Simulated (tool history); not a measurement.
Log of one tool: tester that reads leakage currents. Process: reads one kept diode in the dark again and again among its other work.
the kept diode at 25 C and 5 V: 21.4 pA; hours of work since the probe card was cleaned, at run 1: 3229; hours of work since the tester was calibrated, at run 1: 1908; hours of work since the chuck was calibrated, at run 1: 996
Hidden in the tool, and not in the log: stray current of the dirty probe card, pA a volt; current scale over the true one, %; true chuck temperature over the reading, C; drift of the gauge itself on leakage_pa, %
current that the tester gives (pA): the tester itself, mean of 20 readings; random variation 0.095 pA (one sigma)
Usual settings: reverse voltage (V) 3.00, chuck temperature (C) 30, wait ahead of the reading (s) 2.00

run    hour  reverse voltage (V)  chuck temperature (C)  wait ahead of the reading (s)  hours of work since the probe card was cleaned  hours of work since the tester was calibrated  hours of work since the chuck was calibrated  current that the tester gives (pA)
  1     0.0                 3.00                     30                           2.00                                            3229                                           1908                                           996                               32.58
  2    81.7                 3.00                     58                           2.00                                            3269                                           1949                                          1036                              287.10
  3   171.2                 3.00                     58                           2.00                                            3313                                           1993                                          1080                              287.07
  4   266.7                 3.00                     58                           2.00                                            3360                                           2040                                          1127                              289.72
  5   320.9                 3.00                     58                           2.92                                            3387                                           2066                                          1154                              289.26
  6   424.8                 3.00                     58                           2.92                                            3438                                           2117                                          1205                              291.41
  7   506.3                 3.00                     30                           2.00                                            3478                                           2157                                          1245                               33.57
  8   579.6                 3.00                     54                           2.00                                            3514                                           2194                                          1281                              217.80
  9   658.9                 5.87                     54                           2.00                                            3553                                           2233                                          1320                              298.01
 10   763.4                16.60                     30                           2.00                                            3605                                           2284                                          1372                               84.96
      782.1  -- probe card cleaned and baked
 11   869.7                 3.00                     30                           0.50                                              43                                           2335                                          1423                               31.40
 12   920.7                 3.00                     30                           6.79                                              68                                           2360                                          1448                               30.99
      951.3  -- chuck's temperature calibrated
 13   988.2                 3.00                     30                           6.79                                             100                                           2392                                            18                               27.44
 14  1043.8                 3.00                     30                           2.00                                             128                                           2420                                            46                               27.67
 15  1091.5                 3.00                     30                           2.00                                             151                                           2443                                            69                               27.69
 16  1146.9                 3.00                     30                           2.00                                             179                                           2470                                            96                               27.60
 17  1206.8                 3.00                     30                           2.00                                             208                                           2500                                           126                               27.75
 18  1309.7                 3.00                     30                           2.00                                             259                                           2550                                           176                               28.08
 19  1410.0                 3.00                     30                           0.31                                             308                                           2600                                           226                               29.21
 20  1459.6                 3.00                     28                           0.31                                             332                                           2624                                           250                               24.75
 21  1551.5                15.30                     57                           9.78                                             378                                           2669                                           295                              525.44
     1560.6  -- tester calibrated
 22  1610.2                 3.65                     48                           2.00                                             406                                             24                                           323                              138.61
 23  1721.8                 1.17                     30                           2.00                                             460                                             79                                           378                               18.70
 24  1768.5                 3.00                     43                           0.52                                             483                                            102                                           401                               86.36
     1837.8  -- tester calibrated, once more
 25  1853.8                 6.60                     41                           0.52                                             524                                              8                                           442                              104.28
 26  1920.3                 1.39                     30                           5.25                                             557                                             41                                           475                               20.10
 27  1970.0                 1.62                     30                           0.62                                             582                                             65                                           499                               21.80
 28  2029.2                 3.02                     57                           2.00                                             611                                             94                                           528                              254.31
 29  2079.4                 1.52                     50                           1.79                                             635                                            119                                           553                              109.13
 30  2135.1                13.38                     28                           3.36                                             663                                            146                                           581                               49.60

Forecast run 31:
 31  2221.2                13.38                     59                           0.66                                             705                                            189                                           623                                   ?

Run 31 gave current that the tester gives (pA) 582.10.
Without the tool's hidden state the same run would have given current that the tester gives (pA) 550.75.

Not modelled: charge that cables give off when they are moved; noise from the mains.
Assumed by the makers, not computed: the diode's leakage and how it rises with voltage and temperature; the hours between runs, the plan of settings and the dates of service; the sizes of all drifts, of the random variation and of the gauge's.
